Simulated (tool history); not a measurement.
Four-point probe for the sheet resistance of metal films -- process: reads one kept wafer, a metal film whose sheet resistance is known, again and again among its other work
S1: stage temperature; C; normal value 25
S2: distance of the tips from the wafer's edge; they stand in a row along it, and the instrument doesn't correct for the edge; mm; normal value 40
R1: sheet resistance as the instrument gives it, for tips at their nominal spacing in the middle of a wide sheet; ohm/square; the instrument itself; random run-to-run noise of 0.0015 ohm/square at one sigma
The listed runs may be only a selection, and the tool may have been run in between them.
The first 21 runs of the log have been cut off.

run,hour,S1,S2,R1
22,439,25,43,7.42229
23,466.4,25,40,7.418823
24,480,25,40,7.41902
25,502.4,22,17,7.416607
26,526.2,31,19,7.437313
27,552.2,31,19,7.437893
28,576.6,35,15,7.449221
29,588.8,35,15,7.449663
30,610.7,35,15,7.447308
31,629.2,34,10,7.457498
32,655.4,34,10,7.454806
33,676.6,34,10,7.456344
34,693.6,34,10,7.456223
35,713.2,34,10,7.455829
36,730.8,26,57,7.423714
37,744.4,20,40,7.40773
38,766.7,19,6,7.448807
39,785.7,19,6,7.44835
40,800,25,15,7.425391
41,811.4,25,15,7.428651
42,836.9,25,15,7.428375
43,855.9,29,4,7.530545
44,875.3,25,12,7.429294
45,895.8,25,64,7.418439
46,920,25,64,7.41896

Here are 3 independent what-if runs from the current tool condition. What would each one return?
A,945,18,9,?
B,945,20,70,?
C,945,26,17,?

run,R1
A,7.420668
B,7.405462
C,7.423203
Without the tool's unlogged condition, the same runs would have read:
run,R1
A,7.421151
B,7.405945
C,7.423689

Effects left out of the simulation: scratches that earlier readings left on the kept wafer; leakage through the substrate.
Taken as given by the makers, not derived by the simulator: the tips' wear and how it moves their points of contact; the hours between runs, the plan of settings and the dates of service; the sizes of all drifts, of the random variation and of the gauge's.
